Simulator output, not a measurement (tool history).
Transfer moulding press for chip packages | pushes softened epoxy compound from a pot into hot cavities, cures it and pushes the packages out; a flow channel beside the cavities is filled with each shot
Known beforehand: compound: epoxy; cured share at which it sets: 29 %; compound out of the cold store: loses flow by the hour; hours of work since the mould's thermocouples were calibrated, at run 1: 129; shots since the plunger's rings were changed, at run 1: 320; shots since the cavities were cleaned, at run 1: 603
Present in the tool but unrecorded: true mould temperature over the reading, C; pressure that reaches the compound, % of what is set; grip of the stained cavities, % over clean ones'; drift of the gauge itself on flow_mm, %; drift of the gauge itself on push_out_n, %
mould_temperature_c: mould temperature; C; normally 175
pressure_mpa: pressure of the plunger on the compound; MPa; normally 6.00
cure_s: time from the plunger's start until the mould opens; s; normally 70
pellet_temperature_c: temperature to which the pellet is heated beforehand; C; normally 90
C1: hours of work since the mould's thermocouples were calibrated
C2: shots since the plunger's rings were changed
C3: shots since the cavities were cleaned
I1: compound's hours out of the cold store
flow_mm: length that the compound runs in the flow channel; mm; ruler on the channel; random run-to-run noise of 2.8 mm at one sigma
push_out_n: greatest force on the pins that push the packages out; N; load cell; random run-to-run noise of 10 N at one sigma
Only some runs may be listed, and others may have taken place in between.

run 1 hour=0.0 | mould_temperature_c=175 pressure_mpa=6.00 cure_s=70 pellet_temperature_c=90 | C1=129 C2=320 C3=603 | I1=24.8 | flow_mm=720 push_out_n=853
run 2 hour=14.5 | mould_temperature_c=175 pressure_mpa=6.00 cure_s=70 pellet_temperature_c=90 | C1=137 C2=511 C3=794 | I1=36.0 | flow_mm=668 push_out_n=839
run 3 hour=30.3 | mould_temperature_c=175 pressure_mpa=6.00 cure_s=70 pellet_temperature_c=90 | C1=145 C2=720 C3=1003 | I1=32.3 | flow_mm=677 push_out_n=895
-- hour=42.0 cavities cleaned with cleaning compound and waxed
run 4 hour=43.4 | mould_temperature_c=175 pressure_mpa=6.00 cure_s=70 pellet_temperature_c=90 | C1=151 C2=874 C3=18 | I1=25.1 | flow_mm=714 push_out_n=518
run 5 hour=53.8 | mould_temperature_c=175 pressure_mpa=6.00 cure_s=70 pellet_temperature_c=90 | C1=157 C2=1012 C3=156 | I1=42.0 | flow_mm=642 push_out_n=597
run 6 hour=64.3 | mould_temperature_c=175 pressure_mpa=5.60 cure_s=70 pellet_temperature_c=90 | C1=162 C2=1150 C3=294 | I1=19.1 | flow_mm=716 push_out_n=771
run 7 hour=74.3 | mould_temperature_c=175 pressure_mpa=5.60 cure_s=70 pellet_temperature_c=90 | C1=168 C2=1283 C3=427 | I1=23.1 | flow_mm=697 push_out_n=847
run 8 hour=90.5 | mould_temperature_c=175 pressure_mpa=5.60 cure_s=70 pellet_temperature_c=90 | C1=176 C2=1497 C3=641 | I1=26.8 | flow_mm=678 push_out_n=896
run 9 hour=105.7 | mould_temperature_c=175 pressure_mpa=5.60 cure_s=70 pellet_temperature_c=90 | C1=184 C2=1698 C3=842 | I1=29.4 | flow_mm=661 push_out_n=894
run 10 hour=116.3 | mould_temperature_c=175 pressure_mpa=5.60 cure_s=70 pellet_temperature_c=90 | C1=190 C2=1839 C3=983 | I1=14.1 | flow_mm=736 push_out_n=984
-- hour=130.4 cavities cleaned with cleaning compound and waxed
run 11 hour=133.7 | mould_temperature_c=175 pressure_mpa=6.00 cure_s=70 pellet_temperature_c=90 | C1=198 C2=2049 C3=43 | I1=38.4 | flow_mm=640 push_out_n=561
run 12 hour=149.0 | mould_temperature_c=175 pressure_mpa=6.00 cure_s=70 pellet_temperature_c=98 | C1=206 C2=2252 C3=246 | I1=21.3 | flow_mm=712 push_out_n=706
run 13 hour=156.2 | mould_temperature_c=175 pressure_mpa=6.00 cure_s=70 pellet_temperature_c=98 | C1=210 C2=2347 C3=341 | I1=23.0 | flow_mm=706 push_out_n=763
run 14 hour=166.6 | mould_temperature_c=182 pressure_mpa=6.00 cure_s=107 pellet_temperature_c=90 | C1=216 C2=2485 C3=479 | I1=15.1 | flow_mm=729 push_out_n=526
-- hour=176.2 plunger's sealing rings changed
run 15 hour=182.8 | mould_temperature_c=175 pressure_mpa=6.66 cure_s=70 pellet_temperature_c=91 | C1=223 C2=86 C3=659 | I1=12.1 | flow_mm=839 push_out_n=937
run 16 hour=198.1 | mould_temperature_c=174 pressure_mpa=6.00 cure_s=89 pellet_temperature_c=90 | C1=231 C2=289 C3=862 | I1=35.3 | flow_mm=683 push_out_n=647
run 17 hour=205.0 | mould_temperature_c=175 pressure_mpa=6.00 cure_s=100 pellet_temperature_c=90 | C1=234 C2=380 C3=953 | I1=15.0 | flow_mm=777 push_out_n=640
-- hour=220.0 cavities cleaned with cleaning compound and waxed
run 18 hour=221.6 | mould_temperature_c=175 pressure_mpa=6.00 cure_s=100 pellet_temperature_c=90 | C1=242 C2=581 C3=21 | I1=43.5 | flow_mm=637 push_out_n=334
run 19 hour=231.3 | mould_temperature_c=175 pressure_mpa=6.00 cure_s=58 pellet_temperature_c=82 | C1=247 C2=708 C3=148 | I1=40.0 | flow_mm=655 push_out_n=1002
run 20 hour=246.0 | mould_temperature_c=175 pressure_mpa=6.00 cure_s=51 pellet_temperature_c=82 | C1=255 C2=904 C3=344 | I1=37.8 | flow_mm=668 push_out_n=1665
run 21 hour=257.9 | mould_temperature_c=175 pressure_mpa=6.00 cure_s=51 pellet_temperature_c=82 | C1=261 C2=1061 C3=501 | I1=15.4 | flow_mm=767 push_out_n=2105
run 22 hour=270.4 | mould_temperature_c=175 pressure_mpa=4.70 cure_s=106 pellet_temperature_c=90 | C1=268 C2=1227 C3=667 | I1=44.7 | flow_mm=552 push_out_n=573
run 23 hour=279.6 | mould_temperature_c=175 pressure_mpa=4.70 cure_s=106 pellet_temperature_c=97 | C1=273 C2=1347 C3=787 | I1=40.7 | flow_mm=568 push_out_n=582
run 24 hour=293.9 | mould_temperature_c=175 pressure_mpa=4.70 cure_s=106 pellet_temperature_c=96 | C1=280 C2=1537 C3=977 | I1=31.6 | flow_mm=597 push_out_n=622
run 25 hour=302.8 | mould_temperature_c=175 pressure_mpa=4.70 cure_s=106 pellet_temperature_c=96 | C1=285 C2=1654 C3=1094 | I1=21.0 | flow_mm=643 push_out_n=595
-- hour=308.0 cavities cleaned with cleaning compound and waxed
run 26 hour=319.2 | mould_temperature_c=175 pressure_mpa=4.70 cure_s=106 pellet_temperature_c=96 | C1=293 C2=1852 C3=148 | I1=34.0 | flow_mm=582 push_out_n=408

Take each entry between the runs: how does the hidden state at the last listed run before it differ from the hidden state at the first listed run after it?
From run 3 to run 4: cavities cleaned with cleaning compound and waxed (hour 42.0)
  true mould temperature over the reading, C: -0.04 -> -0.06; pressure that reaches the compound, % of what is set: 96.89 -> 96.41; grip of the stained cavities, % over clean ones': 91.2 -> 6
  the result without the hidden state subtracted from the measured one, flow_mm: -11 -> -13 mm; push_out_n: +427 -> +31 N
From run 10 to run 11: cavities cleaned with cleaning compound and waxed (hour 130.4)
  true mould temperature over the reading, C: -0.14 -> -0.16; pressure that reaches the compound, % of what is set: 93.06 -> 92.32; grip of the stained cavities, % over clean ones': 93.5 -> 14.7
  the result without the hidden state subtracted from the measured one, flow_mm: -26 -> -26 mm; push_out_n: +481 -> +75 N
From run 14 to run 15: plunger's sealing rings changed (hour 176.2)
  true mould temperature over the reading, C: -0.19 -> -0.21; pressure that reaches the compound, % of what is set: 90.94 -> 99.7; grip of the stained cavities, % over clean ones': 71.4 -> 82
  the result without the hidden state subtracted from the measured one, flow_mm: -35 -> +0 mm; push_out_n: +219 -> +433 N
From run 17 to run 18: cavities cleaned with cleaning compound and waxed (hour 220.0)
  true mould temperature over the reading, C: -0.23 -> -0.25; pressure that reaches the compound, % of what is set: 98.69 -> 97.98; grip of the stained cavities, % over clean ones': 92 -> 8.4
  the result without the hidden state subtracted from the measured one, flow_mm: -4 -> -5 mm; push_out_n: +304 -> +26 N
From run 25 to run 26: cavities cleaned with cleaning compound and waxed (hour 308.0)
  true mould temperature over the reading, C: -0.34 -> -0.36; pressure that reaches the compound, % of what is set: 94.33 -> 93.64; grip of the stained cavities, % over clean ones': 95.2 -> 31.5
  the result without the hidden state subtracted from the measured one, flow_mm: -18 -> -19 mm; push_out_n: +291 -> +101 N
